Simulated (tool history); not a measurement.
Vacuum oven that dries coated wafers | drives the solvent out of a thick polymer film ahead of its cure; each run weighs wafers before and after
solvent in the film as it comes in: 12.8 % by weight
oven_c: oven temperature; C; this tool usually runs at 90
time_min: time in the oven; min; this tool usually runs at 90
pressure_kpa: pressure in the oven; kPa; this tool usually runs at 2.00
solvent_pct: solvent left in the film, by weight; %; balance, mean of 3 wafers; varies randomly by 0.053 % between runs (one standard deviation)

run	day	oven_c	time_min	pressure_kpa	solvent_pct
1	0.000	90	90	2.00	1.71
2	0.721	85	90	2.00	2.48
3	1.621	85	90	2.00	2.63
4	2.879	85	90	2.00	2.52
5	3.429	85	90	2.00	2.60
6	4.575	85	90	2.00	2.49
7	5.412	85	90	2.00	2.66
8	6.233	90	90	2.00	1.66
9	7.238	90	90	2.00	1.75
10	8.433	90	90	2.00	1.72
11	9.621	98	153	2.02	0.72
12	10.275	98	153	2.02	0.85

Forecast run 13:
13	11.283	90	70	2.85	?

Logged for run 13: solvent_pct 2.76 %.
Take away the tool's hidden state, keep the run-to-run variation as it was, and the same run would have given solvent_pct 2.64 %.
